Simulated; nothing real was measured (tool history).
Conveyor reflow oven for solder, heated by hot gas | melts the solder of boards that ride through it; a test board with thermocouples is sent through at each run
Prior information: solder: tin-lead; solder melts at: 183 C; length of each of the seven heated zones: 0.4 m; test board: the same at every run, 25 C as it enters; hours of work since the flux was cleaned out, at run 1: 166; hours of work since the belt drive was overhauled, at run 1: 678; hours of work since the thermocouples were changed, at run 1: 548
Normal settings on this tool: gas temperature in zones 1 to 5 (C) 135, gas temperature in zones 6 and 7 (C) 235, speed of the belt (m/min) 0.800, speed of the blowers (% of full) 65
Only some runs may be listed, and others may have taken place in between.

run   hour  gas temperature in zones 1 to 5 (C)  gas temperature in zones 6 and 7 (C)  speed of the belt (m/min)  speed of the blowers (% of full)  hours of work since the flux was cleaned out  hours of work since the belt drive was overhauled  hours of work since the thermocouples were changed  highest temperature of the board (C)  time above the solder's melting point (s)
  1    0.0                                  135                                   235                      0.800                                65                                           166                                                678                                                 548                                 211.2                                       39.3
  2   22.0                                  135                                   249                      0.800                                65                                           180                                                691                                                 562                                 222.8                                       47.1
  3   43.2                                  135                                   249                      0.800                                65                                           193                                                704                                                 575                                 222.6                                       46.7
      53.6  -- belt drive overhauled, speed set with a stopwatch
  4   73.1                                  135                                   249                      0.800                                65                                           209                                                 12                                                 591                                 221.9                                       46.0
  5   96.7                                  146                                   235                      0.800                                65                                           223                                                 27                                                 605                                 213.3                                       43.4
  6  113.0                                  141                                   235                      0.800                                65                                           233                                                 36                                                 615                                 211.7                                       41.4
  7  137.7                                  135                                   235                      0.800                                65                                           248                                                 52                                                 630                                 210.3                                       38.4
  8  160.7                                  122                                   235                      0.800                                65                                           262                                                 66                                                 645                                 207.4                                       32.7
  9  181.4                                  122                                   235                      0.800                                65                                           275                                                 79                                                 657                                 206.9                                       32.3
 10  208.7                                  135                                   235                      0.800                                65                                           292                                                 95                                                 674                                 210.1                                       38.0
     227.2  -- flux residue cleaned out of gas plates and filters
 11  239.9                                  135                                   246                      0.800                                65                                             8                                                111                                                 690                                 220.9                                       45.3
 12  255.3                                  125                                   235                      0.800                                65                                            17                                                121                                                 700                                 209.3                                       35.0
 13  283.2                                  125                                   235                      0.800                                65                                            34                                                138                                                 717                                 209.2                                       34.9
 14  295.8                                  125                                   235                      0.800                                65                                            42                                                146                                                 725                                 209.4                                       34.8
 15  318.3                                  125                                   235                      0.800                                65                                            56                                                160                                                 738                                 208.7                                       34.7
 16  349.0                                  135                                   235                      0.822                                65                                            75                                                178                                                 757                                 210.3                                       37.1
 17  378.9                                  135                                   235                      0.822                                65                                            93                                                197                                                 776                                 209.8                                       37.0
 18  405.9                                  135                                   235                      0.822                                65                                           110                                                213                                                 792                                 209.7                                       36.9
 19  436.0                                  134                                   246                      0.736                                53                                           128                                                232                                                 811                                 219.0                                       48.1
 20  466.6                                  135                                   230                      0.903                                52                                           147                                                251                                                 829                                 197.4                                       21.3
 21  482.7                                  135                                   230                      0.903                                52                                           157                                                261                                                 839                                 197.5                                       21.5
 22  499.1                                  137                                   226                      0.699                                65                                           167                                                271                                                 849                                 207.6                                       43.7
     507.6  -- thermocouples of zones 6 and 7 changed
 23  518.1                                  135                                   235                      0.943                                63                                           178                                                281                                                   6                                 204.7                                       27.3
 24  532.3                                  135                                   235                      0.943                                63                                           186                                                290                                                  15                                 204.7                                       27.2
 25  562.3                                  138                                   235                      0.800                                65                                           205                                                308                                                  34                                 212.4                                       40.7
 26  584.8                                  135                                   235                      0.644                                65                                           219                                                322                                                  47                                 219.0                                       56.5
 27  601.5                                  135                                   235                      0.800                                51                                           229                                                332                                                  58                                 207.4                                       35.1
 28  616.9                                  135                                   235                      0.913                                87                                           238                                                342                                                  67                                 212.0                                       34.6
 29  640.8                                  135                                   235                      0.913                                87                                           253                                                357                                                  82                                 211.7                                       34.6

Branching from run 29: 5 alternative next runs. What would each branch give?
  A  670.4                                  135                                   239                      0.800                                67                                           271                                                375                                                 100                                     ?                                          ?
  B  670.4                                  132                                   224                      0.783                                65                                           271                                                375                                                 100                                     ?                                          ?
  C  670.4                                  132                                   242                      0.693                                65                                           271                                                375                                                 100                                     ?                                          ?
  D  670.4                                  135                                   235                      0.800                                74                                           271                                                375                                                 100                                     ?                                          ?
  E  670.4                                  128                                   245                      0.800                                52                                           271                                                375                                                 100                                     ?                                          ?

run  highest temperature of the board (C)  time above the solder's melting point (s)
  A                                 215.2                                       41.9
  B                                 202.8                                       31.7
  C                                 222.1                                       53.0
  D                                 213.8                                       41.0
  E                                 213.4                                       38.5
The same runs, with their run-to-run variation unchanged, on a tool lacking any hidden condition would have given:
run  highest temperature of the board (C)  time above the solder's melting point (s)
  A                                 216.7                                       43.0
  B                                 204.1                                       33.2
  C                                 223.4                                       53.9
  D                                 215.3                                       42.2
  E                                 214.9                                       39.6

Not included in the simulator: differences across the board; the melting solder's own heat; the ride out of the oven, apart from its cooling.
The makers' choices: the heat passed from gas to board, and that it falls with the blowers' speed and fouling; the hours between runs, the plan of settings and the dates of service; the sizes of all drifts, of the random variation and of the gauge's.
